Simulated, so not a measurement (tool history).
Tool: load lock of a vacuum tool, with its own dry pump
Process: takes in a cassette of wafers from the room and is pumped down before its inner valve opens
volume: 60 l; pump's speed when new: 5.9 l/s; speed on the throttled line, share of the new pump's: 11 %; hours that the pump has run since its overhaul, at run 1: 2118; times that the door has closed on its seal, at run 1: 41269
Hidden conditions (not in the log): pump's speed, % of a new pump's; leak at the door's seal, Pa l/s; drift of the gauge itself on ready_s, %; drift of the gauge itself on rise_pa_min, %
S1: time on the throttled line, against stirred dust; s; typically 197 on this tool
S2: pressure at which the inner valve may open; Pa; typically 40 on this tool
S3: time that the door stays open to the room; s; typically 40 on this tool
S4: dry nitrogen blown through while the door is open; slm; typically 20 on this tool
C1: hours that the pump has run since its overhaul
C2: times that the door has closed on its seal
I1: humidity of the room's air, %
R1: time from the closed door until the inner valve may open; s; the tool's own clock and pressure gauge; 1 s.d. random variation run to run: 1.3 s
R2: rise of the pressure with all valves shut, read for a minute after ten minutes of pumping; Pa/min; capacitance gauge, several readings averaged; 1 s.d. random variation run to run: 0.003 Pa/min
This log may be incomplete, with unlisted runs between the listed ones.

run 1 hour=0.0 | S1=197 S2=40 S3=40 S4=20 | C1=2118 C2=41269 | I1=38.5 | R1=256.6 R2=0.331
run 2 hour=320.3 | S1=197 S2=40 S3=40 S4=20 | C1=2438 C2=42822 | I1=45.2 | R1=256.2 R2=0.339
run 3 hour=864.8 | S1=197 S2=40 S3=40 S4=20 | C1=2983 C2=45463 | I1=44.9 | R1=257.4 R2=0.366
run 4 hour=1215.4 | S1=128 S2=40 S3=40 S4=20 | C1=3334 C2=47163 | I1=43.9 | R1=198.5 R2=0.408
-- hour=1434.4 door's seal changed, seat wiped
run 5 hour=1637.1 | S1=197 S2=40 S3=40 S4=20 | C1=3754 C2=983 | I1=41.9 | R1=257.7 R2=0.021
run 6 hour=2167.3 | S1=197 S2=40 S3=40 S4=20 | C1=4284 C2=3554 | I1=45.7 | R1=260.3 R2=0.032
run 7 hour=2517.2 | S1=116 S2=28 S3=53 S4=7 | C1=4634 C2=5250 | I1=44.7 | R1=194.4 R2=0.047
run 8 hour=2791.8 | S1=116 S2=51 S3=181 S4=7 | C1=4908 C2=6582 | I1=45.0 | R1=185.8 R2=0.073
run 9 hour=3430.8 | S1=216 S2=51 S3=73 S4=7 | C1=5548 C2=9680 | I1=44.2 | R1=276.4 R2=0.074
run 10 hour=3731.2 | S1=102 S2=56 S3=72 S4=33 | C1=5848 C2=11137 | I1=46.2 | R1=175.4 R2=0.060
run 11 hour=4015.2 | S1=186 S2=40 S3=40 S4=22 | C1=6132 C2=12514 | I1=46.4 | R1=253.2 R2=0.077
run 12 hour=4574.8 | S1=186 S2=40 S3=40 S4=22 | C1=6691 C2=15227 | I1=46.0 | R1=257.6 R2=0.088

A few steps of R1 between consecutive runs. Split each: what settings, incoming material and random variation would produce without the hidden state, and what is left over for the hidden state, along with gauge scatter present in only one of the two compared results (measured, and without hidden state):
Run 6 -> 7: S1 197 -> 116, S2 40 -> 28, S3 40 -> 53, S4 20 -> 7. R1 -65.9 s: hidden state +2.2, all else -68.1.
Run 9 -> 10: S1 216 -> 102, S2 51 -> 56, S3 73 -> 72, S4 7 -> 33. R1 -101.0 s: hidden state +2.2, all else -103.2.
